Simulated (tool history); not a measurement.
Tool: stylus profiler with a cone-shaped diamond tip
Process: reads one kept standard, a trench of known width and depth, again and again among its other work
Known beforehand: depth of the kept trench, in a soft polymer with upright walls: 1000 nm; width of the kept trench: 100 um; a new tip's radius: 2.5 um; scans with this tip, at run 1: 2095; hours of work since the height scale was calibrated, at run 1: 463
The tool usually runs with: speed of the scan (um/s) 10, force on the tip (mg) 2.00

run	hour	speed of the scan (um/s)	force on the tip (mg)	scans with this tip	hours of work since the height scale was calibrated	depth of the trench (angstrom)	width of the trench's floor (um)
1	0.0	10	2.00	2095	463	10041.7	95.33
2	21.6	10	2.00	2155	477	10042.5	95.31
3	43.8	10	2.68	2217	490	10058.8	95.36
4	73.5	10	2.68	2300	508	10052.7	95.27
5	100.6	2	2.68	2375	525	10051.6	95.24
6	138.7	2	2.68	2481	549	10056.1	95.25
7	184.8	10	1.00	2609	577	10019.2	95.16
8	208.3	10	1.00	2675	591	10017.2	95.15
# hour 213.2: height scale calibrated on a step standard
9	243.7	10	2.00	2772	19	10026.5	95.15
10	291.2	10	2.00	2904	48	10031.1	95.17
11	320.3	10	2.00	2985	66	10030.8	95.11
12	362.0	10	2.00	3101	92	10027.7	95.16
13	413.0	19	2.00	3243	123	10027.1	95.07
# hour 432.0: height scale calibrated on a step standard, once more
14	463.8	10	2.00	3383	20	10060.0	95.02
15	485.2	10	2.62	3442	33	10071.7	95.03
16	528.8	33	2.37	3564	60	10068.2	94.93
17	577.7	7	0.93	3700	90	10034.6	95.00
18	600.7	21	2.73	3764	104	10071.9	94.96
19	627.6	4	1.01	3839	120	10034.2	94.93
20	667.2	10	2.63	3949	145	10071.0	94.86
21	705.9	10	2.63	4057	169	10066.3	94.89
22	755.9	2	1.62	4196	199	10046.9	94.93
23	785.5	4	5.91	4278	218	10117.4	94.84
24	817.5	20	2.49	4367	237	10060.9	94.77
25	861.6	20	2.15	4490	264	10056.5	94.75
26	892.8	20	2.15	4577	284	10057.8	94.77
27	923.6	20	2.15	4663	303	10056.1	94.75
28	955.5	22	0.85	4751	322	10025.7	94.68

Consider 4 possible next runs. They are alternatives, not a sequence: every one starts from the tool as it was left by run 28. What does each give?
A	992.5	20	4.75	4854	345	?	?
B	992.5	7	2.21	4854	345	?	?
C	992.5	4	2.59	4854	345	?	?
D	992.5	10	3.43	4854	345	?	?

run	depth of the trench (angstrom)	width of the trench's floor (um)
A	10094.8	94.69
B	10050.8	94.72
C	10059.9	94.81
D	10075.1	94.75
Without the tool's unlogged condition, the same runs would have read:
run	depth of the trench (angstrom)	width of the trench's floor (um)
A	10104.4	95.94
B	10060.4	95.97
C	10069.5	96.06
D	10084.6	96.01
